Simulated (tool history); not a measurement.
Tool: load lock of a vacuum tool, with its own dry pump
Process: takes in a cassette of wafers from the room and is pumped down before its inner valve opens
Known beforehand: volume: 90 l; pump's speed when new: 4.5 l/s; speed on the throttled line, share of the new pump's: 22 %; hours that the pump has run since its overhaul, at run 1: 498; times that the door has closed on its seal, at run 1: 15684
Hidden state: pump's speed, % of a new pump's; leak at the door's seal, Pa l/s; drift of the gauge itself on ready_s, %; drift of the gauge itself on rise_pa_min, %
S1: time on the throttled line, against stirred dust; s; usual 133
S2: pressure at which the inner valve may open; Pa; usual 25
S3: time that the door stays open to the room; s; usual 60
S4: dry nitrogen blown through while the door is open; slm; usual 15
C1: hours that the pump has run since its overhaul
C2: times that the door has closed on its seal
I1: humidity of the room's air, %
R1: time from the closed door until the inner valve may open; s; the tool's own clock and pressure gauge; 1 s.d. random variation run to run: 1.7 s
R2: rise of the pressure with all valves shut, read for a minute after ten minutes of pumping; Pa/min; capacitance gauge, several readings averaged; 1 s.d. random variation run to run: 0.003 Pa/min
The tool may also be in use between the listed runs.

run 1 day=0 | S1=133 S2=25 S3=60 S4=15 | C1=498 C2=15684 | I1=47.4 | R1=269.4 R2=0.03
run 2 day=3.058 | S1=133 S2=25 S3=60 S4=15 | C1=571 C2=15911 | I1=45.6 | R1=270.6 R2=0.023
run 3 day=6.688 | S1=133 S2=25 S3=60 S4=15 | C1=658 C2=16181 | I1=47.9 | R1=268.9 R2=0.026
run 4 day=10.362 | S1=133 S2=25 S3=60 S4=15 | C1=746 C2=16454 | I1=46.9 | R1=269.4 R2=0.027
run 5 day=16.517 | S1=133 S2=25 S3=60 S4=15 | C1=894 C2=16911 | I1=42.4 | R1=271 R2=0.019
run 6 day=20.021 | S1=133 S2=25 S3=60 S4=6 | C1=978 C2=17172 | I1=42.4 | R1=269.3 R2=0.035
run 7 day=23.658 | S1=133 S2=25 S3=60 S4=8 | C1=1066 C2=17442 | I1=44.8 | R1=272.3 R2=0.033
run 8 day=29.438 | S1=133 S2=25 S3=60 S4=8 | C1=1204 C2=17872 | I1=42.2 | R1=269.5 R2=0.033
run 9 day=35.838 | S1=133 S2=25 S3=60 S4=8 | C1=1358 C2=18347 | I1=44.2 | R1=269.8 R2=0.031
run 10 day=43.267 | S1=156 S2=25 S3=65 S4=15 | C1=1536 C2=18899 | I1=49 | R1=289.8 R2=0.031
run 11 day=48.846 | S1=192 S2=25 S3=104 S4=5 | C1=1670 C2=19314 | I1=44.8 | R1=315.5 R2=0.052
run 12 day=52.458 | S1=68 S2=25 S3=60 S4=7 | C1=1757 C2=19583 | I1=39.7 | R1=220.3 R2=0.031
run 13 day=56.217 | S1=83 S2=25 S3=60 S4=12 | C1=1847 C2=19862 | I1=46.6 | R1=231.2 R2=0.026
run 14 day=60.883 | S1=83 S2=25 S3=60 S4=12 | C1=1959 C2=20209 | I1=44.7 | R1=229.4 R2=0.028
run 15 day=64.45 | S1=133 S2=18 S3=224 S4=15 | C1=2044 C2=20474 | I1=39 | R1=277.7 R2=0.057

Run 16, settings as shown, results not yet in. Your forecast:
run 16 day=69.35 | S1=122 S2=28 S3=60 S4=15 | C1=2162 C2=20838 | I1=41.1 | R1=? R2=?

R1: 259 s
R2: 0.026 Pa/min
Take away the tool's hidden state, keep the run-to-run variation as it was, and the same run would have given R1 259 s, R2 0.026 Pa/min.

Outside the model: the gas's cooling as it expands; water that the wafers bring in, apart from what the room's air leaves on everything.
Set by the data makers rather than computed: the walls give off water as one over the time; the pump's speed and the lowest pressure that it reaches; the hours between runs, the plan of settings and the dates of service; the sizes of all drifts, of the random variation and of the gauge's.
